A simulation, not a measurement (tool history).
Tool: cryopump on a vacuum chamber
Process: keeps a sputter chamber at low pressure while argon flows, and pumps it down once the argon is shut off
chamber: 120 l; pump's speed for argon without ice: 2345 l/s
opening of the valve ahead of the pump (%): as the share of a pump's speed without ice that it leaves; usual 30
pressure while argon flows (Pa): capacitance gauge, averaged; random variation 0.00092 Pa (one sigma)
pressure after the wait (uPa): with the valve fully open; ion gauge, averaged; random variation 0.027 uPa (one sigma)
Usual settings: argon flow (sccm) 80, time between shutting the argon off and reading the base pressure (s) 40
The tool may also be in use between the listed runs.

run    hour  argon flow (sccm)  time between shutting the argon off and reading the base pressure (s)  opening of the valve ahead of the pump (%)  pressure while argon flows (Pa)  pressure after the wait (uPa)
  1     0.0                 80                                                                     40                                          30                           0.1989                           2.35
  2    99.8                 80                                                                    173                                          30                           0.2016                           1.58
  3   201.2                 80                                                                    173                                          30                           0.1997                           1.66
  4   289.9                 80                                                                    173                                          30                           0.2015                           1.75
  5   374.3                 54                                                                    173                                          30                           0.1369                           1.76
  6   452.1                 54                                                                    173                                          36                           0.1159                           1.82
  7   546.4                 54                                                                    173                                          36                           0.1171                           1.81
  8   623.9                 54                                                                    173                                          36                           0.1168                           1.88
  9   725.9                 80                                                                     40                                          17                           0.3564                           2.83
 10   776.2                 80                                                                    174                                          17                           0.3560                           2.00
 11   839.7                 80                                                                     40                                          30                           0.2082                           2.84
 12   918.5                 80                                                                     40                                          30                           0.2109                           2.90
 13   992.3                 80                                                                     40                                          30                           0.2137                           2.93
 14  1040.6                 80                                                                     40                                          30                           0.2122                           2.96
     1104.8  -- pump warmed up, emptied and cooled again
 15  1145.3                 80                                                                     40                                          30                           0.1967                           2.68
 16  1211.9                 61                                                                     40                                          30                           0.1496                           2.68
 17  1266.5                 61                                                                     40                                          30                           0.1503                           2.74
 18  1340.0                 80                                                                     60                                          52                           0.1170                           2.38
     1369.7  -- leaking fittings of the chamber tightened, without venting
 19  1413.7                 49                                                                     85                                          30                           0.1225                           0.65
 20  1506.7                 49                                                                     85                                          30                           0.1230                           0.67
 21  1601.3                 82                                                                     65                                          25                           0.2450                           0.88
 22  1664.0                 80                                                                    112                                          28                           0.2159                           0.61
 23  1708.0                 80                                                                    112                                          28                           0.2148                           0.64
 24  1775.8                 80                                                                    112                                          28                           0.2165                           0.67
 25  1831.5                 58                                                                     71                                          30                           0.1473                           0.92
 26  1882.4                 58                                                                     44                                          27                           0.1632                           1.29
 27  1978.0                 58                                                                     44                                          27                           0.1659                           1.37
 28  2077.1                 66                                                                     98                                          24                           0.2120                           0.81
 29  2177.8                 66                                                                     98                                          24                           0.2127                           0.89
 30  2248.1                 80                                                                     43                                          57                           0.1206                           1.45
 31  2310.2                117                                                                     43                                          31                           0.2998                           1.48
 32  2391.2                117                                                                     43                                          31                           0.3014                           1.52
 33  2457.6                 93                                                                     43                                          47                           0.1672                           1.55

4 ways to go on from here, each from the tool as it stands after run 33. What would each give?
     2532.2  -- pump warmed up, emptied and cooled again
  A  2535.0                 80                                                                     40                                          33                                ?                              ?
     2532.2  -- pump warmed up, emptied and cooled again
  B  2535.0                 67                                                                     40                                          26                                ?                              ?
     2532.2  -- pump warmed up, emptied and cooled again
  C  2535.0                137                                                                     49                                          47                                ?                              ?
     2532.2  -- pump warmed up, emptied and cooled again
  D  2535.0                 80                                                                     40                                          16                                ?                              ?

run  pressure while argon flows (Pa)  pressure after the wait (uPa)
  A                           0.1794                           1.50
  B                           0.1896                           1.53
  C                           0.2180                           1.33
  D                           0.3646                           1.51
Without the tool's hidden state the same runs would have given:
run  pressure while argon flows (Pa)  pressure after the wait (uPa)
  A                           0.1751                           1.19
  B                           0.1861                           1.21
  C                           0.2106                           1.01
  D                           0.3604                           1.19
